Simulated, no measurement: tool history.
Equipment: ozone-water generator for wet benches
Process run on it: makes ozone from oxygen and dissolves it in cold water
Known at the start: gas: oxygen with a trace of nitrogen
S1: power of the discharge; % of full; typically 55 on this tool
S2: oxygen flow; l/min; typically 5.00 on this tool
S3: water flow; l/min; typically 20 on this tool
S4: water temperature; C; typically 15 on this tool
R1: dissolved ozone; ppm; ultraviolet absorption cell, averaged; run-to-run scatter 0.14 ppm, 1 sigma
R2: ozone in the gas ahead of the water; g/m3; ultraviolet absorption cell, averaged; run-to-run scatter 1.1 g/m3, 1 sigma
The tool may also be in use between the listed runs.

run	hour	S1	S2	S3	S4	R1	R2
1	0.0	55	5.00	20	15	15.7	184.2
2	27.6	55	5.00	20	10	16.9	185.1
3	49.8	55	5.00	20	10	16.7	184.2
4	78.5	55	5.00	20	10	16.9	183.7
5	107.7	55	5.00	20	10	16.9	182.6
6	129.0	55	5.00	27	10	12.9	184.8
7	157.7	55	5.00	27	10	12.9	184.0
8	190.6	55	5.00	29	10	12.3	183.1
9	206.9	45	5.00	20	15	14.0	158.6
10	220.4	55	4.73	20	15	15.7	189.2
11	249.1	55	5.00	20	15	15.8	182.4
12	276.0	55	5.00	20	15	15.8	184.1
13	292.0	55	5.00	20	15	16.0	182.6
14	321.7	55	5.00	20	15	15.7	180.7
15	337.7	55	5.00	20	15	15.8	183.0
16	363.0	55	5.00	20	15	15.7	184.8
# hour 369.2: contactor cleaned
17	398.3	55	5.00	20	15	15.7	182.7
18	418.3	55	5.00	20	15	15.4	182.1
19	437.5	55	4.78	17	12	18.6	186.7
20	453.7	67	7.69	13	23	19.4	160.1
21	471.0	67	7.69	13	23	19.2	160.8
# hour 488.7: contactor cleaned, once more
22	488.7	99	7.69	16	8	30.0	206.9
23	508.6	45	4.31	16	8	18.5	175.0
24	539.6	55	4.81	20	15	16.2	186.6
25	556.9	86	5.06	20	15	21.9	242.7
26	576.3	62	4.99	26	19	13.3	196.5
27	593.5	55	5.00	20	9	17.3	181.8
28	617.2	87	6.95	29	17	15.2	202.9
29	644.8	55	4.92	20	15	15.9	183.8
30	662.4	55	4.92	20	15	16.0	181.6
31	695.5	55	4.92	20	15	16.0	183.3
32	721.4	98	4.92	18	15	25.7	264.9
33	743.2	98	4.92	18	15	25.4	268.5
34	771.6	62	6.55	24	11	15.6	167.5

Pick out some run-to-run changes in R1. Of each, how much would a tool without hidden state show as well, from the settings, what came in and chance, and how much is left for the hidden state and any gauge scatter not in both results compared?
The hidden state here: yield of the discharge, % of new electrodes'; contactor's efficiency, % of a clean one's; true water temperature over the reading, C; drift of the gauge itself on ozone_ppm, %; drift of the gauge itself on gas_g_m3, %.
Run 21 -> 22: S1 67 -> 99, S3 13 -> 16, S4 23 -> 8, contactor cleaned, once more. R1 +10.8 ppm: hidden state -0.2, all else +11.0.
Run 22 -> 23: S1 99 -> 45, S2 7.69 -> 4.31. R1 -11.5 ppm: hidden state +1.1, all else -12.6.
Run 31 -> 32: S1 55 -> 98, S3 20 -> 18. R1 +9.7 ppm: hidden state -1.0, all else +10.7.
Run 33 -> 34: S1 98 -> 62, S2 4.92 -> 6.55, S3 18 -> 24, S4 15 -> 11. R1 -9.8 ppm: hidden state +1.0, all else -10.8.

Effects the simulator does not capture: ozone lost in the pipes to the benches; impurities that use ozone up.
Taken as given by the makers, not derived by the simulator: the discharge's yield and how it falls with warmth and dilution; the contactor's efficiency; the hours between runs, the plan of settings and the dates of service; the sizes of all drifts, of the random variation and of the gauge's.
